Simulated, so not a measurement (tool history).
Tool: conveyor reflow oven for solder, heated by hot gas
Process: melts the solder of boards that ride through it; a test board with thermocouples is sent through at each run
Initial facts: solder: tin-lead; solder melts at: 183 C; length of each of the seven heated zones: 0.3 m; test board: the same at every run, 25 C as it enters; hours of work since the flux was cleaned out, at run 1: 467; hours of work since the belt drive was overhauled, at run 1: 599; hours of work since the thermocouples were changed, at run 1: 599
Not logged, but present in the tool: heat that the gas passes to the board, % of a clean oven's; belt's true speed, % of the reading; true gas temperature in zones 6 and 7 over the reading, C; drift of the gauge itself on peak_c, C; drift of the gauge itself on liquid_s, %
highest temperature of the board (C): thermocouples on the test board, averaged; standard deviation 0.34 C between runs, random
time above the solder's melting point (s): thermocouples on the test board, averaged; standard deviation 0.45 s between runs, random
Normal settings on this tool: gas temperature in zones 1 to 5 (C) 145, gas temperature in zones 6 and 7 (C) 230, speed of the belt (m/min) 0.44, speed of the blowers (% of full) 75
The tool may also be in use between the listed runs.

run    hour  gas temperature in zones 1 to 5 (C)  gas temperature in zones 6 and 7 (C)  speed of the belt (m/min)  speed of the blowers (% of full)  hours of work since the flux was cleaned out  hours of work since the belt drive was overhauled  hours of work since the thermocouples were changed  highest temperature of the board (C)  time above the solder's melting point (s)
  1       0                                  145                                   230                       0.44                                75                                           467                                                599                                                 599                                 211.2                                       56.7
       24.5  -- flux residue cleaned out of gas plates and filters
       72.8  -- thermocouples of zones 6 and 7 changed
  2    81.2                                  145                                   230                       0.44                                75                                            42                                                656                                                   7                                 212.8                                       60.2
  3   172.3                                  145                                   220                       0.44                                75                                           113                                                727                                                  77                                   205                                       50.8
  4   231.2                                  145                                   220                       0.44                                75                                           159                                                772                                                 123                                 204.7                                       50.6
  5   307.3                                  145                                   220                       0.44                                75                                           218                                                831                                                 182                                 204.7                                       50.9
  6   387.2                                  145                                   220                       0.44                                75                                           280                                                893                                                 244                                   204                                       50.8
  7   449.1                                  145                                   220                       0.44                                75                                           327                                                941                                                 292                                 204.3                                       50.6
  8   493.2                                  145                                   220                       0.44                                75                                           362                                                976                                                 326                                 203.8                                       50.1
  9   541.4                                  145                                   228                       0.44                                75                                           399                                               1013                                                 363                                 210.4                                       56.5
 10   637.9                                  145                                   228                       0.44                                75                                           474                                               1088                                                 438                                 209.4                                       56.8
      651.7  -- flux residue cleaned out of gas plates and filters
 11   684.9                                  140                                   230                       0.44                                75                                            26                                               1120                                                 470                                 213.4                                       58.3
 12   731.7                                  145                                   224                       0.44                                75                                            62                                               1156                                                 507                                   210                                         57
 13   811.4                                  145                                   230                       0.44                                75                                           124                                               1218                                                 568                                 214.5                                         62
 14   898.5                                  145                                   230                       0.44                                75                                           191                                               1286                                                 636                                 214.1                                       61.1
      921.4  -- thermocouples of zones 6 and 7 changed
 15   982.4                                  145                                   230                       0.44                                75                                           255                                               1349                                                  47                                 212.3                                       58.9
        992  -- belt drive overhauled, speed set with a stopwatch
 16  1046.6                                  145                                   245                       0.44                                75                                           301                                                 42                                                  94                                 222.8                                       66.9
 17  1119.7                                  138                                   242                      0.485                                75                                           358                                                 99                                                 151                                 215.3                                       52.5
 18    1211                                  138                                   242                      0.485                                75                                           429                                                170                                                 221                                 215.3                                       51.7
     1283.2  -- flux residue cleaned out of gas plates and filters
 19  1283.2                                  148                                   225                      0.434                                75                                             0                                                222                                                 273                                 210.5                                       59.3
 20  1368.6                                  148                                   230                      0.385                                75                                            66                                                288                                                 340                                 217.7                                       76.3
 21  1441.3                                  139                                   235                      0.512                                75                                           122                                                344                                                 396                                 210.5                                       45.9
 22  1482.1                                  137                                   227                      0.491                                50                                           154                                                376                                                 427                                 193.6                                       21.9
 23  1570.4                                  137                                   227                      0.491                                76                                           223                                                444                                                 496                                 204.9                                       42.7
 24  1621.7                                  137                                   227                      0.491                                76                                           262                                                484                                                 536                                 204.8                                       42.2
 25  1715.9                                  149                                   227                      0.491                                76                                           335                                                557                                                 609                                 207.7                                       49.6
 26  1763.6                                  149                                   227                      0.491                                65                                           372                                                594                                                 646                                 203.8                                       42.9
     1772.6  -- thermocouples of zones 6 and 7 changed
 27  1847.6                                  149                                   227                      0.491                                73                                           436                                                658                                                  58                                 204.7                                       45.3
     1912.7  -- flux residue cleaned out of gas plates and filters
 28  1945.2                                  149                                   227                      0.491                                73                                            25                                                729                                                 130                                 207.8                                         50
 29  1993.4                                  145                                   230                      0.412                                68                                            63                                                767                                                 167                                 213.4                                       65.7
 30  2039.4                                  145                                   230                      0.412                                68                                            98                                                802                                                 203                                 213.5                                       63.8
 31  2098.3                                  153                                   231                      0.493                                73                                           144                                                848                                                 249                                 211.1                                       55.2

3 ways to go on from here, each from the tool as it stands after run 31. What would each give?
  A  2177.7                                  153                                   231                      0.521                                84                                           205                                                910                                                 310                                     ?                                          ?
  B  2177.7                                  153                                   231                      0.493                                71                                           205                                                910                                                 310                                     ?                                          ?
  C  2177.7                                  140                                   230                      0.436                                75                                           205                                                910                                                 310                                     ?                                          ?

run  highest temperature of the board (C)  time above the solder's melting point (s)
  A                                 212.4                                       54.1
  B                                 210.5                                       53.2
  C                                   212                                       58.1
Without the tool's hidden state the same runs would have given:
run  highest temperature of the board (C)  time above the solder's melting point (s)
  A                                 212.5                                       53.8
  B                                 210.6                                       52.8
  C                                 211.9                                       57.5
